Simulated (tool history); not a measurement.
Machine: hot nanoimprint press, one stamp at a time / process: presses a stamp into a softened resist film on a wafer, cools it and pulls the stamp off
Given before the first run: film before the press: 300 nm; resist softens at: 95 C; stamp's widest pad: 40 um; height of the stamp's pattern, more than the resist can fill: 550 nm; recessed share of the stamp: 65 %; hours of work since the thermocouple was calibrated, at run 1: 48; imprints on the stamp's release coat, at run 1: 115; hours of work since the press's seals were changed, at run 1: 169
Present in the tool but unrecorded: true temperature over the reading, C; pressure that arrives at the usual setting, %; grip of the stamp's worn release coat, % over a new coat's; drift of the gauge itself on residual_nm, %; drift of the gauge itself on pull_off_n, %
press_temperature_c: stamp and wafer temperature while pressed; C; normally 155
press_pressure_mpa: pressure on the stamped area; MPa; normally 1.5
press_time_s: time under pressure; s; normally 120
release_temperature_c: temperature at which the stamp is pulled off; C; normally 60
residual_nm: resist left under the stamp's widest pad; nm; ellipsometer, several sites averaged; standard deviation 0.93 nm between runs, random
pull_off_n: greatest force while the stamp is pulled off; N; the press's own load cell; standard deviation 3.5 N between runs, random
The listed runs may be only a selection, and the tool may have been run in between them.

run,day,press_temperature_c,press_pressure_mpa,press_time_s,release_temperature_c,hours of work since the thermocouple was calibrated,imprints on the stamp's release coat,hours of work since the press's seals were changed,residual_nm,pull_off_n
1,0,155,1.5,120,60,48,115,169,131.6,179
2,0.542,155,1.5,120,60,53,137,174,132.6,169
3,1.017,155,1.5,120,60,58,156,179,134.6,169
4,1.483,155,1.5,120,61,63,175,184,134.2,168
5,2.088,155,0.94,120,60,69,199,190,165.3,166
6,2.417,155,1.5,80,60,73,212,193,151.9,176
7,2.808,155,1.5,120,60,77,228,197,134,177
8,3.112,155,1.5,120,60,80,240,200,133.5,176
9,3.562,155,1.5,120,60,84,258,205,135.2,173
10,4.083,155,1.77,120,60,90,279,210,123.4,177
11,4.396,155,1.77,120,60,93,292,214,123.5,174
12,4.842,155,1.77,101,60,97,310,218,131.7,173
13,5.408,155,1.77,101,60,103,333,224,134.4,189
14,5.979,155,1.77,101,60,109,355,230,134.8,187
15,6.388,155,1.77,101,60,113,372,234,133.9,185
16,6.992,155,1.77,101,60,119,396,240,133.9,186
17,7.525,155,1.77,101,60,125,418,246,131.9,177
# day 7.708: plate thermocouple calibrated
18,8.212,147,1.05,65,60,5,440,251,243.7,183
19,8.729,157,1.07,236,48,10,461,257,116.5,225
# day 9.129: plate thermocouple calibrated, once more
20,9.162,167,1.07,236,48,0,473,260,68.2,224
21,9.696,153,1.07,236,52,6,495,265,132.7,211
22,10.008,153,1.07,236,52,9,507,269,134.3,209
23,10.525,147,2.04,75,52,14,528,274,191.7,210
24,11.129,155,1.08,120,60,21,552,280,153.5,188
25,11.771,155,1.5,120,56,27,578,287,131.8,198
26,12.283,160,0.91,66,61,32,599,292,163.7,184
27,12.588,160,0.91,66,61,35,611,295,163.2,179
28,12.979,160,0.91,66,61,40,627,299,165.9,185
29,13.529,162,1.5,61,60,45,649,305,122.9,185
30,13.821,152,1.5,217,54,48,661,308,124.2,210

Alternative continuations, all from the tool just after run 30; predict every row:
# day 14.179: stamp cleaned and given a new release coat
A,14.704,152,2.05,217,54,55,21,314,?,?
# day 14.179: stamp cleaned and given a new release coat
B,14.704,155,1.9,225,58,55,21,314,?,?
# day 14.179: stamp cleaned and given a new release coat
C,14.704,155,1.46,120,66,55,21,314,?,?

run,residual_nm,pull_off_n
A,105,183
B,92.8,181
C,132.8,150
The same runs, with their run-to-run variation unchanged, on a tool lacking any hidden condition would have given:
run,residual_nm,pull_off_n
A,102.2,182
B,90.5,180
C,130.2,149
